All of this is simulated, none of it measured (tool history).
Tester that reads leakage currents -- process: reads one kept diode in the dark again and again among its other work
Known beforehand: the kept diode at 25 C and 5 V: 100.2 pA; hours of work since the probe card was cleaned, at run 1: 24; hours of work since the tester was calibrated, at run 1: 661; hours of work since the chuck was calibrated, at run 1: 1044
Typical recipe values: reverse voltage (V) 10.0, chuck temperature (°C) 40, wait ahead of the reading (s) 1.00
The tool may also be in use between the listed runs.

run	hour	reverse voltage (V)	chuck temperature (°C)	wait ahead of the reading (s)	hours of work since the probe card was cleaned	hours of work since the tester was calibrated	hours of work since the chuck was calibrated	current that the tester gives (pA)
1	0.0	10.0	40	1.00	24	661	1044	452.39
2	20.0	10.0	40	1.00	36	673	1057	452.34
3	61.2	10.0	40	1.00	62	699	1083	451.02
4	90.7	2.0	40	1.00	81	717	1101	185.76
5	130.7	2.0	40	1.00	106	743	1126	184.95
6	149.3	10.0	58	1.00	117	754	1138	1507.56
7	170.2	2.7	40	0.89	130	767	1151	219.11
8	191.2	2.7	40	0.89	144	780	1164	218.60
9	209.8	8.1	40	1.06	155	792	1176	402.60
10	244.1	8.1	46	0.47	177	813	1197	611.81
11	280.8	8.1	46	0.47	200	836	1220	613.49

Run by run, hidden condition taken away, random variation retained:
The tool's hidden condition here consists of: stray current of the dirty probe card, pA a volt; current scale over the true one, %; true chuck temperature over the reading, C; drift of the gauge itself on leakage_pa, %.
run	current that the tester gives (pA)
1	451.65
2	451.58
3	450.25
4	185.44
5	184.62
6	1505.17
7	218.72
8	218.20
9	401.86
10	610.71
11	612.37
